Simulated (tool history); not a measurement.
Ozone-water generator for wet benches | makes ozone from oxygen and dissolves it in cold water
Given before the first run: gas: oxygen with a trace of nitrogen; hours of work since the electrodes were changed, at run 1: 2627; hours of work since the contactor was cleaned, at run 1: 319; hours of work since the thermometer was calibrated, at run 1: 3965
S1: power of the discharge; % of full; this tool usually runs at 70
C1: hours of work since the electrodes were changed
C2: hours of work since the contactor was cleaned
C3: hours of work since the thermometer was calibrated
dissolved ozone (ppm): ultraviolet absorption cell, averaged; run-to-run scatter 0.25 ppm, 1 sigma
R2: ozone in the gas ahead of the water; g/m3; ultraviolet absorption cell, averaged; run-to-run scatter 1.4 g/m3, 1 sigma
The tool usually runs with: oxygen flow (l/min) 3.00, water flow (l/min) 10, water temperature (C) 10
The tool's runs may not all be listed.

Run 1, day 0.000: usual settings; C1 2627; C2 319; C3 3965. Result: dissolved ozone (ppm) 37.8, R2 254.4 g/m3.
Run 2, day 2.483: usual settings but S1 65 % of full; C1 2669; C2 361; C3 4008. Result: dissolved ozone (ppm) 35.3, R2 241.2 g/m3.
At day 4.696: water thermometer calibrated.
Run 3, day 7.717: usual settings but water flow (l/min) 16; C1 2758; C2 450; C3 52. Result: dissolved ozone (ppm) 26.0, R2 255.2 g/m3.
Run 4, day 12.525: usual settings but water flow (l/min) 16; C1 2841; C2 533; C3 134. Result: dissolved ozone (ppm) 26.4, R2 254.2 g/m3.
Run 5, day 15.925: usual settings but water flow (l/min) 15; C1 2899; C2 591; C3 192. Result: dissolved ozone (ppm) 27.7, R2 254.2 g/m3.
Run 6, day 20.692: usual settings but water temperature (C) 7; C1 2981; C2 673; C3 274. Result: dissolved ozone (ppm) 39.2, R2 254.6 g/m3.
Run 7, day 23.867: usual settings but oxygen flow (l/min) 2.51, water temperature (C) 7; C1 3035; C2 727; C3 328. Result: dissolved ozone (ppm) 37.3, R2 271.9 g/m3.
Run 8, day 26.188: usual settings but oxygen flow (l/min) 2.51, water temperature (C) 7; C1 3075; C2 767; C3 368. Result: dissolved ozone (ppm) 37.5, R2 270.7 g/m3.
Run 9, day 30.767: usual settings but oxygen flow (l/min) 2.51, water temperature (C) 7; C1 3153; C2 845; C3 446. Result: dissolved ozone (ppm) 37.0, R2 269.0 g/m3.
Run 10, day 33.817: usual settings but water temperature (C) 11; C1 3205; C2 897; C3 499. Result: dissolved ozone (ppm) 37.3, R2 253.2 g/m3.
Run 11, day 37.479: usual settings but water temperature (C) 11; C1 3268; C2 960; C3 561. Result: dissolved ozone (ppm) 36.8, R2 255.6 g/m3.
Run 12, day 42.233: usual settings; C1 3349; C2 1041; C3 643. Result: dissolved ozone (ppm) 37.6, R2 253.1 g/m3.
Run 13, day 46.812: usual settings; C1 3428; C2 1120; C3 721. Result: dissolved ozone (ppm) 37.8, R2 254.0 g/m3.
Run 14, day 50.808: usual settings; C1 3496; C2 1188; C3 790. Result: dissolved ozone (ppm) 37.3, R2 255.2 g/m3.
Run 15, day 55.325: usual settings but water temperature (C) 7; C1 3574; C2 1266; C3 867. Result: dissolved ozone (ppm) 39.5, R2 251.3 g/m3.
Run 16, day 58.625: usual settings; C1 3630; C2 1322; C3 924. Result: dissolved ozone (ppm) 37.6, R2 251.6 g/m3.
Run 17, day 61.954: usual settings; C1 3687; C2 1379; C3 981. Result: dissolved ozone (ppm) 37.6, R2 253.9 g/m3.
Run 18, day 65.171: usual settings but water flow (l/min) 9; C1 3742; C2 1434; C3 1036. Result: dissolved ozone (ppm) 40.9, R2 252.3 g/m3.
Run 19, day 69.592: usual settings but oxygen flow (l/min) 4.99; C1 3818; C2 1510; C3 1111. Result: dissolved ozone (ppm) 41.9, R2 212.0 g/m3.
Run 20, day 74.667: usual settings but S1 56 % of full, oxygen flow (l/min) 3.28, water flow (l/min) 11, water temperature (C) 8; C1 3905; C2 1597; C3 1198. Result: dissolved ozone (ppm) 30.7, R2 200.9 g/m3.
Run 21, day 79.792: usual settings but oxygen flow (l/min) 4.58, water temperature (C) 9; C1 3993; C2 1685; C3 1286. Result: dissolved ozone (ppm) 41.6, R2 217.7 g/m3.
Run 22, day 83.812: usual settings but S1 66 % of full, oxygen flow (l/min) 4.30, water temperature (C) 15; C1 4062; C2 1754; C3 1355. Result: dissolved ozone (ppm) 34.8, R2 212.8 g/m3.
Run 23, day 87.975: usual settings but oxygen flow (l/min) 3.09, water flow (l/min) 12; C1 4133; C2 1825; C3 1426. Result: dissolved ozone (ppm) 33.3, R2 248.1 g/m3.
Run 24, day 90.500: usual settings but oxygen flow (l/min) 3.09, water flow (l/min) 12; C1 4176; C2 1868; C3 1469. Result: dissolved ozone (ppm) 33.1, R2 248.6 g/m3.
Run 25, day 95.192: usual settings but S1 100 % of full, oxygen flow (l/min) 3.60, water temperature (C) 6; C1 4256; C2 1948; C3 1550. Result: dissolved ozone (ppm) 56.7, R2 321.7 g/m3.
Run 26, day 99.583: usual settings but S1 100 % of full, oxygen flow (l/min) 3.60, water temperature (C) 6; C1 4332; C2 2024; C3 1625. Result: dissolved ozone (ppm) 57.4, R2 321.3 g/m3.
Run 27, day 102.504: usual settings but S1 100 % of full, oxygen flow (l/min) 2.06, water flow (l/min) 13, water temperature (C) 6; C1 4382; C2 2074; C3 1675. Result: dissolved ozone (ppm) 38.3, R2 383.6 g/m3.
Run 28, day 106.321: usual settings but S1 52 % of full; C1 4447; C2 2139; C3 1740. Result: dissolved ozone (ppm) 29.0, R2 193.5 g/m3.
Run 29, day 109.112: usual settings but S1 52 % of full, water flow (l/min) 9; C1 4495; C2 2187; C3 1788. Result: dissolved ozone (ppm) 30.9, R2 192.3 g/m3.
Run 30, day 113.554: usual settings but oxygen flow (l/min) 4.72; C1 4571; C2 2263; C3 1864. Result: dissolved ozone (ppm) 40.6, R2 213.3 g/m3.
Run 31, day 118.304: usual settings but oxygen flow (l/min) 2.98, water flow (l/min) 11, water temperature (C) 12; C1 4652; C2 2344; C3 1945. Result: dissolved ozone (ppm) 33.9, R2 250.6 g/m3.
Run 32, day 121.946: usual settings but oxygen flow (l/min) 2.98, water flow (l/min) 11, water temperature (C) 12; C1 4715; C2 2407; C3 2008. Result: dissolved ozone (ppm) 33.9, R2 246.7 g/m3.
Run 33, day 125.025: usual settings but water flow (l/min) 13, water temperature (C) 18; C1 4767; C2 2459; C3 2061. Result: dissolved ozone (ppm) 28.3, R2 248.9 g/m3.

Here are 4 independent what-if runs from the current tool condition. What would each one return?
Run A, day 127.238: usual settings but S1 78 % of full, water temperature (C) 5; C1 4805; C2 2497; C3 2098. Result: dissolved ozone (ppm) ?, R2 ?.
Run B, day 127.238: usual settings but S1 44 % of full, water flow (l/min) 13; C1 4805; C2 2497; C3 2098. Result: dissolved ozone (ppm) ?, R2 ?.
Run C, day 127.238: usual settings but S1 62 % of full, oxygen flow (l/min) 2.30, water flow (l/min) 13, water temperature (C) 6; C1 4805; C2 2497; C3 2098. Result: dissolved ozone (ppm) ?, R2 ?.
Run D, day 127.238: usual settings but S1 49 % of full, oxygen flow (l/min) 3.27; C1 4805; C2 2497; C3 2098. Result: dissolved ozone (ppm) ?, R2 ?.

run  dissolved ozone (ppm)     R2
  A                   44.1  275.4
  B                   20.4  166.0
  C                   26.4  243.4
  D                   28.1  177.6
Without the tool's hidden state the same runs would have given:
run  dissolved ozone (ppm)     R2
  A                   44.2  282.7
  B                   20.4  170.4
  C                   26.5  249.9
  D                   28.2  182.3
